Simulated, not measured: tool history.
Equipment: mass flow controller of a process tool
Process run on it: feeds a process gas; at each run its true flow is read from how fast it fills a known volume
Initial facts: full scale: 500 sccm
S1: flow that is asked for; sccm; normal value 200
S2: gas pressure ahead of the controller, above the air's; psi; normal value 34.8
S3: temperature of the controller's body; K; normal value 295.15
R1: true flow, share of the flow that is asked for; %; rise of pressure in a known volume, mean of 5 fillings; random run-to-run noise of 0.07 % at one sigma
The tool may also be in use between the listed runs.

{"run": 1, "day": 0.0, "S1": 200, "S2": 34.8, "S3": 295.15, "R1": 96.15}
{"run": 2, "day": 21.275, "S1": 200, "S2": 34.8, "S3": 295.15, "R1": 95.89}
{"run": 3, "day": 36.633, "S1": 200, "S2": 34.8, "S3": 295.15, "R1": 95.87}
{"run": 4, "day": 55.9, "S1": 200, "S2": 34.8, "S3": 295.15, "R1": 95.69}
{"run": 5, "day": 77.846, "S1": 200, "S2": 34.8, "S3": 295.15, "R1": 95.67}
{"run": 6, "day": 94.696, "S1": 200, "S2": 34.8, "S3": 300.15, "R1": 95.05}
{"run": 7, "day": 107.096, "S1": 200, "S2": 34.8, "S3": 295.15, "R1": 95.48}
{"run": 8, "day": 116.821, "S1": 200, "S2": 34.8, "S3": 295.15, "R1": 95.41}
{"run": 9, "day": 135.708, "S1": 200, "S2": 34.8, "S3": 295.15, "R1": 99.06}
{"run": 10, "day": 155.825, "S1": 200, "S2": 34.8, "S3": 295.15, "R1": 98.81}
{"run": 11, "day": 171.071, "S1": 200, "S2": 34.8, "S3": 295.15, "R1": 98.92}
{"run": 12, "day": 188.975, "S1": 200, "S2": 34.8, "S3": 308.15, "R1": 97.5}
{"run": 13, "day": 212.133, "S1": 200, "S2": 32.1, "S3": 295.15, "R1": 98.48}
{"run": 14, "day": 222.092, "S1": 200, "S2": 34.8, "S3": 295.15, "R1": 98.7}
{"run": 15, "day": 242.333, "S1": 200, "S2": 34.8, "S3": 295.15, "R1": 98.45}
{"run": 16, "day": 261.992, "S1": 200, "S2": 39.2, "S3": 295.15, "R1": 98.67}
{"run": 17, "day": 284.075, "S1": 200, "S2": 39.2, "S3": 295.15, "R1": 98.38}
{"run": 18, "day": 300.833, "S1": 89, "S2": 34.8, "S3": 301.15, "R1": 96.45}
{"run": 19, "day": 313.075, "S1": 89, "S2": 34.8, "S3": 301.15, "R1": 96.21}
{"run": 20, "day": 332.1, "S1": 89, "S2": 25.7, "S3": 301.15, "R1": 95.74}
{"run": 21, "day": 351.104, "S1": 169, "S2": 34.8, "S3": 296.15, "R1": 97.62}
{"run": 22, "day": 368.904, "S1": 96, "S2": 34.8, "S3": 305.15, "R1": 95.53}
{"run": 23, "day": 381.925, "S1": 139, "S2": 39.2, "S3": 294.15, "R1": 97.15}
{"run": 24, "day": 394.933, "S1": 139, "S2": 39.2, "S3": 305.15, "R1": 95.8}
{"run": 25, "day": 418.362, "S1": 142, "S2": 33.4, "S3": 305.15, "R1": 95.62}
{"run": 26, "day": 436.738, "S1": 151, "S2": 21.6, "S3": 295.15, "R1": 96.12}
{"run": 27, "day": 455.471, "S1": 446, "S2": 39.6, "S3": 295.15, "R1": 99.2}
{"run": 28, "day": 477.808, "S1": 446, "S2": 39.6, "S3": 295.15, "R1": 99.27}
{"run": 29, "day": 494.917, "S1": 446, "S2": 39.6, "S3": 295.15, "R1": 99.21}
{"run": 30, "day": 512.367, "S1": 446, "S2": 39.6, "S3": 295.15, "R1": 99.57}
{"run": 31, "day": 524.458, "S1": 200, "S2": 34.8, "S3": 307.15, "R1": 96.79}
{"run": 32, "day": 539.488, "S1": 200, "S2": 37.3, "S3": 298.15, "R1": 97.79}

Between the runs listed above, the log contained 3 entries, not reproduced here. Where in the sequence does each belong, and how does what the log doesn't record of the tool's condition differ from the listed run before to the listed run after?
Run 8 -> run 9: controller exchanged for a calibrated one (day 121.092)
  flow at rest that the sensor doesn't see, % of full scale: -0.718 -> -0.029; true flow over the shown one, %: -1.7 -> 0.15
  measured minus no-state result, R1: -3.49 -> +0.08 %
Run 22 -> run 23: controller's zero set anew (day 370.583)
  flow at rest that the sensor doesn't see, % of full scale: -0.261 -> -0.361; true flow over the shown one, %: -0.45 -> -0.48
  measured minus no-state result, R1: -1.8 -> -1.78 %
Run 29 -> run 30: controller's zero set anew, once more (day 503.7)
  flow at rest that the sensor doesn't see, % of full scale: -0.472 -> -0.02; true flow over the shown one, %: -0.77 -> -0.81
  measured minus no-state result, R1: -1.29 -> -0.83 %
